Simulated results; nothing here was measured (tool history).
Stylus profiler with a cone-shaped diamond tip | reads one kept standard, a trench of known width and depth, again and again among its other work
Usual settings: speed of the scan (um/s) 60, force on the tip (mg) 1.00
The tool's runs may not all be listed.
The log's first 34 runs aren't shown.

run      day  speed of the scan (um/s)  force on the tip (mg)  scans with this tip  hours of work since the height scale was calibrated  depth of the trench (Å)  width of the trench's floor (nm)
 35   84.567                        60                   2.91                 7401                                                  262                   2013.5                             47260
      85.138  -- height scale calibrated on a step standard, once more
 36   86.279                       217                   1.39                 7784                                                   18                   2009.8                             46000
 37   88.825                        28                   1.39                 8360                                                   60                   2010.3                             47350
 38   91.383                        28                   0.55                 8938                                                  101                   2005.2                             47130
 39   92.946                        60                   1.73                 9292                                                  126                   2011.9                             47080
 40   95.683                       111                   0.35                 9911                                                  170                   2003.3                             45780
 41   97.471                        20                   0.59                10316                                                  199                   2005.1                             47100
 42  100.058                        20                   0.59                10901                                                  241                   2005.3                             47110
 43  102.058                        31                   1.68                11354                                                  273                   2011.3                             47090
     102.500  -- new tip fitted, height scale calibrated
 44  105.638                        70                   0.73                  710                                                   51                   2005.9                             47510
 45  108.333                        70                   0.73                 1319                                                   94                   2006.2                             47430
 46  111.342                        92                   0.90                 2000                                                  143                   2006.8                             47270

4 ways to go on from here, each from the tool as it stands after run 46. What would each give?
  A  113.733                        60                   2.99                 2542                                                  181                        ?                                 ?
  B  113.733                        51                   2.02                 2542                                                  181                        ?                                 ?
  C  113.733                        90                   1.00                 2542                                                  181                        ?                                 ?
  D  113.733                        20                   1.17                 2542                                                  181                        ?                                 ?

run  depth of the trench (Å)  width of the trench's floor (nm)
  A                   2015.7                             47740
  B                   2012.1                             47740
  C                   2007.0                             47270
  D                   2007.7                             47890
Without the tool's hidden state the same runs would have given:
run  depth of the trench (Å)  width of the trench's floor (nm)
  A                   2016.6                             47970
  B                   2012.9                             47970
  C                   2007.8                             47500
  D                   2008.5                             48120
